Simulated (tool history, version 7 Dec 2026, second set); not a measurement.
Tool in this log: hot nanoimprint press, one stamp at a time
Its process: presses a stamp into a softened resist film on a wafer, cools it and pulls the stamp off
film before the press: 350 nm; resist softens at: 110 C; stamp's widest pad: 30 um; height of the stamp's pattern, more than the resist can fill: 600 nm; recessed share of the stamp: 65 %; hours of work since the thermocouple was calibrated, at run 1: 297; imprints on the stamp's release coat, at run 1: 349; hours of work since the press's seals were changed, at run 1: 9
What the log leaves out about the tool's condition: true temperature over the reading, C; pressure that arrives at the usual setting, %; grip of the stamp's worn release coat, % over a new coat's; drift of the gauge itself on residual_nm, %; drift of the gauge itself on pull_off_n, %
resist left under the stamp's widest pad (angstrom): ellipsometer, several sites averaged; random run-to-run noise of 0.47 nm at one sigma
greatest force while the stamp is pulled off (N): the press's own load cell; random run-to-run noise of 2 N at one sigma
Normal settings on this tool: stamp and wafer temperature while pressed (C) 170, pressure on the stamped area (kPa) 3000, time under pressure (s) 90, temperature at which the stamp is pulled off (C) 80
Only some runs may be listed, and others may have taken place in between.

run,day,stamp and wafer temperature while pressed (C),pressure on the stamped area (kPa),time under pressure (s),temperature at which the stamp is pulled off (C),hours of work since the thermocouple was calibrated,imprints on the stamp's release coat,hours of work since the press's seals were changed,resist left under the stamp's widest pad (angstrom),greatest force while the stamp is pulled off (N)
1,0.000,170,3000,90,80,297,349,9,2099,189
2,1.150,170,3000,90,80,311,405,23,2102,190
3,2.312,170,3000,90,80,326,462,38,2111,195
4,3.217,170,2530,90,80,337,506,49,2264,192
5,3.858,170,3000,111,80,345,537,57,1989,196
6,4.842,170,3000,111,80,357,586,69,1980,193
7,6.088,170,3000,111,80,373,647,85,1998,192
8,7.367,170,3000,111,80,389,709,101,1985,197
9,8.608,170,3000,111,80,404,770,116,1997,198
10,9.271,170,3000,90,80,413,802,124,2129,191
11,10.567,170,3000,90,80,429,866,141,2132,197
# day 11.375: plate thermocouple calibrated
12,11.608,170,3000,90,80,3,911,152,2061,201
13,12.375,170,3000,90,80,13,948,162,2059,205
14,13.479,170,3000,90,80,26,1002,175,2079,205
15,14.233,170,3000,90,80,36,1039,185,2076,201
16,15.496,164,1930,163,80,51,1101,201,2594,205
17,16.133,164,2790,163,78,59,1132,209,2286,210
18,17.517,164,2790,163,78,77,1200,226,2284,210
19,18.483,164,2790,163,78,89,1247,238,2291,205
20,19.775,161,2790,163,78,105,1311,254,2557,214
21,20.704,161,2790,163,78,116,1356,266,2557,211
22,21.846,182,2790,163,65,131,1412,280,1056,239
23,23.167,170,3000,89,80,147,1477,296,2101,215
24,24.212,169,1870,90,79,160,1528,309,2563,212
25,25.367,170,3000,63,72,175,1584,324,2306,226
26,26.425,168,3000,63,79,188,1636,337,2471,215
27,27.296,177,2910,90,86,199,1679,348,1603,204
28,28.733,177,2910,90,86,217,1749,366,1604,210
29,30.133,173,1880,46,75,234,1818,383,2655,229
30,31.529,159,3000,90,81,252,1886,401,2975,220

Below are 3 alternative next runs, each starting from the tool's condition after run 30. Predict each:
A,32.562,161,3000,90,81,264,1937,414,?,?
B,32.562,170,3000,90,69,264,1937,414,?,?
C,32.562,170,3000,90,86,264,1937,414,?,?

run,resist left under the stamp's widest pad (angstrom),greatest force while the stamp is pulled off (N)
A,2846,222
B,2110,245
C,2109,212
The same runs, with their run-to-run variation unchanged, on a tool lacking any hidden condition would have given:
run,resist left under the stamp's widest pad (angstrom),greatest force while the stamp is pulled off (N)
A,2788,178
B,2042,197
C,2041,171

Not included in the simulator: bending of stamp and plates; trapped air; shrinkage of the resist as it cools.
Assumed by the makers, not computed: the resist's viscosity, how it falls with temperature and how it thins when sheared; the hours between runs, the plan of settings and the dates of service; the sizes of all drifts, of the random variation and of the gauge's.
